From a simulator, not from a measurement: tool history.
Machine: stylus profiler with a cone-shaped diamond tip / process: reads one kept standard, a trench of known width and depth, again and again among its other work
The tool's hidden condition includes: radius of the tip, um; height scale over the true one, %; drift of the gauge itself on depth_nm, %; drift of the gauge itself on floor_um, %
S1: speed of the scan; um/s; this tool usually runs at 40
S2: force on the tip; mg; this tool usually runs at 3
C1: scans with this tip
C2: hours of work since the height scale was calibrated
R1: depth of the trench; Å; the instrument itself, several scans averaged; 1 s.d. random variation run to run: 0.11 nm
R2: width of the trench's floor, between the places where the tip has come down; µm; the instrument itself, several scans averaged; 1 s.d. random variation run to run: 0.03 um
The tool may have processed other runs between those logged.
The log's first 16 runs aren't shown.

{"run": 17, "hour": 1362.3, "S1": 40, "S2": 3, "C1": 20556, "C2": 387, "R1": 5028.6, "R2": 43.68}
{"run": 18, "hour": 1449.5, "S1": 40, "S2": 4.29, "C1": 21093, "C2": 449, "R1": 5038, "R2": 43.62}
{"run": 19, "hour": 1523.8, "S1": 40, "S2": 4.63, "C1": 21550, "C2": 501, "R1": 5042.5, "R2": 43.61}
{"run": 20, "hour": 1584.0, "S1": 40, "S2": 4.63, "C1": 21921, "C2": 544, "R1": 5041.6, "R2": 43.57}
{"run": 21, "hour": 1651.4, "S1": 151, "S2": 7.45, "C1": 22335, "C2": 592, "R1": 5057.1, "R2": 43.25}
{"run": 22, "hour": 1740.0, "S1": 151, "S2": 7.45, "C1": 22881, "C2": 654, "R1": 5057.3, "R2": 43.22}
{"run": 23, "hour": 1806.5, "S1": 81, "S2": 7.11, "C1": 23290, "C2": 701, "R1": 5053.9, "R2": 43.35}
{"run": 24, "hour": 1902.1, "S1": 24, "S2": 4.71, "C1": 23879, "C2": 769, "R1": 5039.2, "R2": 43.5}
{"run": 25, "hour": 1987.7, "S1": 142, "S2": 3.59, "C1": 24406, "C2": 829, "R1": 5030.7, "R2": 42.89}
{"hour": 2032.4, "done": "new tip fitted, height scale calibrated"}
{"run": 26, "hour": 2078.9, "S1": 56, "S2": 3, "C1": 287, "C2": 33, "R1": 5033.6, "R2": 45.36}
{"run": 27, "hour": 2194.2, "S1": 56, "S2": 3, "C1": 997, "C2": 114, "R1": 5032.9, "R2": 45.33}
{"run": 28, "hour": 2299.3, "S1": 144, "S2": 6.34, "C1": 1644, "C2": 189, "R1": 5055.3, "R2": 45}
{"run": 29, "hour": 2381.7, "S1": 44, "S2": 6.34, "C1": 2151, "C2": 247, "R1": 5056.8, "R2": 45.29}
{"run": 30, "hour": 2463.7, "S1": 15, "S2": 4.92, "C1": 2656, "C2": 305, "R1": 5047.1, "R2": 45.35}
{"run": 31, "hour": 2530.9, "S1": 58, "S2": 6.36, "C1": 3069, "C2": 352, "R1": 5053.7, "R2": 45.2}
{"run": 32, "hour": 2597.8, "S1": 58, "S2": 6.36, "C1": 3481, "C2": 400, "R1": 5053.1, "R2": 45.07}
{"run": 33, "hour": 2653.7, "S1": 58, "S2": 6.36, "C1": 3825, "C2": 439, "R1": 5053.7, "R2": 45.03}
{"run": 34, "hour": 2772.1, "S1": 64, "S2": 4.04, "C1": 4554, "C2": 523, "R1": 5036.2, "R2": 44.93}
{"run": 35, "hour": 2821.8, "S1": 64, "S2": 4.04, "C1": 4860, "C2": 558, "R1": 5036.5, "R2": 44.91}
{"run": 36, "hour": 2929.5, "S1": 89, "S2": 1.68, "C1": 5523, "C2": 634, "R1": 5015.4, "R2": 44.52}
{"run": 37, "hour": 3003.2, "S1": 51, "S2": 3, "C1": 5977, "C2": 686, "R1": 5028.3, "R2": 44.83}

Each row is a separate what-if for the run after 37, all from the same tool condition, not one after another. Results?
{"run": "A", "hour": 3089.8, "S1": 31, "S2": 8.05, "C1": 6510, "C2": 747, "R1": "?", "R2": "?"}
{"run": "B", "hour": 3089.8, "S1": 40, "S2": 1.52, "C1": 6510, "C2": 747, "R1": "?", "R2": "?"}
{"run": "C", "hour": 3089.8, "S1": 40, "S2": 1.14, "C1": 6510, "C2": 747, "R1": "?", "R2": "?"}

run=A R1=5059.8 R2=44.93
run=B R1=5014.3 R2=44.68
run=C R1=5009.6 R2=44.73
Had the tool no hidden state, the same runs would have come out as:
run=A R1=5068.5 R2=45.53
run=B R1=5022.9 R2=45.29
run=C R1=5018.3 R2=45.34
